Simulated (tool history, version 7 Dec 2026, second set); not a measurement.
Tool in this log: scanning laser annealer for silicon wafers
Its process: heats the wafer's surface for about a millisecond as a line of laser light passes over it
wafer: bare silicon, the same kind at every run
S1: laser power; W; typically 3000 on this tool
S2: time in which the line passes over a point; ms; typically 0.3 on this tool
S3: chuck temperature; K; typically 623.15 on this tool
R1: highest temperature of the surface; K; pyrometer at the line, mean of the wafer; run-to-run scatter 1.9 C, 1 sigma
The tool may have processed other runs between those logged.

run    hour    S1     S2      S3       R1
  1       0  3000    0.3  623.15  1382.15
  2    36.6  3000  0.216  623.15  1282.15
  3      87  3000    0.3  623.15  1380.15
  4   136.7  3000    0.3  623.15  1376.15
  5   163.1  3000    0.3  623.15  1372.15
  6   191.1  2558    0.3  623.15  1243.15
  7   240.2  2947    0.3  623.15  1355.15
  8   282.5  2947    0.3  623.15  1352.15
  9   325.5  3242    0.3  623.15  1442.15
 10   358.7  3000    0.3  623.15  1364.15
 11   385.6  3192    0.3  623.15  1418.15
 12   441.5  3192    0.3  653.15  1445.15
 13   473.8  3192    0.3  653.15  1444.15
 14   497.8  3192    0.3  653.15  1448.15
      507.5  -- window over the wafer cleaned
 15   537.9  3000    0.3  623.15  1404.15
 16   591.7  3000    0.3  623.15  1397.15
 17   620.2  2779    0.3  623.15  1328.15
 18   660.2  3153    0.3  623.15  1439.15
 19   702.9  3000    0.3  623.15  1391.15
 20   737.9  3000    0.3  623.15  1390.15
 21   763.5  2953    0.3  623.15  1374.15
 22   802.5  3000  0.214  640.15  1299.15
 23   841.1  3000  0.214  640.15  1297.15
 24   879.4  2838  0.336  623.15  1369.15
 25   911.2  3000  0.361  623.15  1443.15
 26   956.4  3000  0.361  623.15  1441.15
 27   994.5  3000  0.361  623.15  1437.15
 28  1046.3  3164  0.253  585.15  1326.15
 29  1095.1  2591  0.249  623.15  1200.15
 30  1146.8  3017  0.374  618.15  1448.15
 31  1198.2  3017  0.374  618.15  1439.15
 32  1237.3  3192    0.3  623.15  1420.15
 33  1270.8  3000  0.293  598.15  1333.15
 34  1305.2  2895  0.271  598.15  1280.15
 35  1332.7  2598  0.279  634.15  1233.15
 36  1377.2  2598  0.279  599.15  1193.15
 37  1409.4  2598  0.272  637.15  1223.15
 38  1435.2  2573  0.315  647.15  1265.15
 39  1475.7  2573  0.315  647.15  1265.15
     1488.1  -- window over the wafer cleaned
 40  1511.7  3000  0.364  623.15  1463.15

Results per run with the tool's hidden condition removed, run-to-run variation unchanged:
What the log doesn't record here: light that passes the window, % of a clean one's; laser's true power over the reading, %; width of the line over the set one, %; drift of the gauge itself on peak_c, C.
run       R1
  1  1405.15
  2  1304.15
  3  1409.15
  4  1407.15
  5  1405.15
  6  1271.15
  7  1391.15
  8  1390.15
  9  1488.15
 10  1407.15
 11  1467.15
 12  1497.15
 13  1497.15
 14  1503.15
 15  1412.15
 16  1408.15
 17  1338.15
 18  1454.15
 19  1407.15
 20  1409.15
 21  1393.15
 22  1318.15
 23  1317.15
 24  1394.15
 25  1473.15
 26  1474.15
 27  1472.15
 28  1361.15
 29  1229.15
 30  1493.15
 31  1487.15
 32  1469.15
 33  1380.15
 34  1325.15
 35  1275.15
 36  1236.15
 37  1268.15
 38  1313.15
 39  1315.15
 40  1477.15
